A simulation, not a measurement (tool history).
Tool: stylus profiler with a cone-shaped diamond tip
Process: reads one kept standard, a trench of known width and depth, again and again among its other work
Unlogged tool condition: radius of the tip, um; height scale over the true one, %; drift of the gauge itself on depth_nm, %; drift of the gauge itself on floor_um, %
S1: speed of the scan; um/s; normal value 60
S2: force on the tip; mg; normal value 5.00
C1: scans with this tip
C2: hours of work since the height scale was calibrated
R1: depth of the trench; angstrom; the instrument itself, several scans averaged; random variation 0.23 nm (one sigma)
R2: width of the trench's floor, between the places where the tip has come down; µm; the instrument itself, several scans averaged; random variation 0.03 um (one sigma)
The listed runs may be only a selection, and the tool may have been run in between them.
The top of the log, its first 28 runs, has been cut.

run	hour	S1	S2	C1	C2	R1	R2
29	543.9	92	2.69	9575	22	10143.7	93.74
30	555.5	92	2.69	9667	31	10147.3	93.79
31	575.1	92	1.91	9823	46	10109.0	93.60
32	596.8	65	4.28	9996	63	10208.4	93.91
33	608.1	24	12.99	10086	72	10470.3	94.12
34	619.0	24	4.48	10173	80	10214.2	94.13
35	637.6	24	4.48	10321	95	10218.0	94.08
# hour 660.0: height scale calibrated on a step standard, once more
36	665.0	191	3.39	10536	4	10202.1	93.06
37	690.0	96	2.98	10735	23	10184.8	93.51
38	705.6	36	3.69	10859	35	10216.0	93.89
39	719.4	38	13.97	10969	46	10527.0	93.97
40	743.1	189	8.90	11158	65	10386.5	93.36
41	758.5	60	2.09	11281	77	10144.9	93.55
42	770.6	60	2.09	11377	86	10151.0	93.60
43	795.1	87	13.60	11572	105	10512.4	93.73
44	813.8	87	13.60	11722	119	10515.0	93.70
45	835.2	57	2.23	11892	136	10149.3	93.47

5 ways to go on from here, each from the tool as it stands after run 45. What would each give?
A	857.7	168	9.82	12072	154	?	?
B	857.7	57	11.97	12072	154	?	?
C	857.7	57	10.37	12072	154	?	?
D	857.7	27	6.22	12072	154	?	?
E	857.7	57	2.23	12072	154	?	?

run	R1	R2
A	10415.2	93.34
B	10474.6	93.77
C	10430.8	93.65
D	10304.4	93.73
E	10153.3	93.51
With the hidden condition removed and each run's random variation left untouched, the same runs would have given:
run	R1	R2
A	10418.3	96.01
B	10477.7	96.43
C	10433.9	96.32
D	10307.4	96.40
E	10156.3	96.17
